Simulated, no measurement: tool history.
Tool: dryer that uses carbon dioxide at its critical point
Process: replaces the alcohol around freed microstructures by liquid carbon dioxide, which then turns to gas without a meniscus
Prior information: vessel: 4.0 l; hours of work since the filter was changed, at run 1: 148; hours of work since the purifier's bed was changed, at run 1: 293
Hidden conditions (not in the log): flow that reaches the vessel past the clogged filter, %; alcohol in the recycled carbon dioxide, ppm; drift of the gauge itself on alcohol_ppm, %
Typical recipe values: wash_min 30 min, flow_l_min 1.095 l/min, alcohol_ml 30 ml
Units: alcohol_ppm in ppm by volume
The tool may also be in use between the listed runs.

run	hour	wash_min	flow_l_min	alcohol_ml	hours of work since the filter was changed	hours of work since the purifier's bed was changed	alcohol_ppm
1	0.0	30	1.095	30	148	293	35
2	13.2	30	1.095	30	155	301	38
3	28.5	30	0.690	30	163	309	118
4	38.6	30	1.690	30	169	314	28
5	53.7	30	1.690	30	177	322	17
6	66.8	47	1.095	30	184	330	22
7	78.7	37	1.095	28	190	336	27
8	97.1	24	0.740	28	200	346	226
# hour 110.8: inlet filter changed
9	122.2	30	0.970	80	6	359	56

Estimate the outcome of run 10 from the log above:
10	142.2	36	0.690	30	17	370	?

Run 10 yielded alcohol_ppm 48 ppm by volume.
The same run, on a tool lacking any hidden state, would have yielded alcohol_ppm 22 ppm by volume.

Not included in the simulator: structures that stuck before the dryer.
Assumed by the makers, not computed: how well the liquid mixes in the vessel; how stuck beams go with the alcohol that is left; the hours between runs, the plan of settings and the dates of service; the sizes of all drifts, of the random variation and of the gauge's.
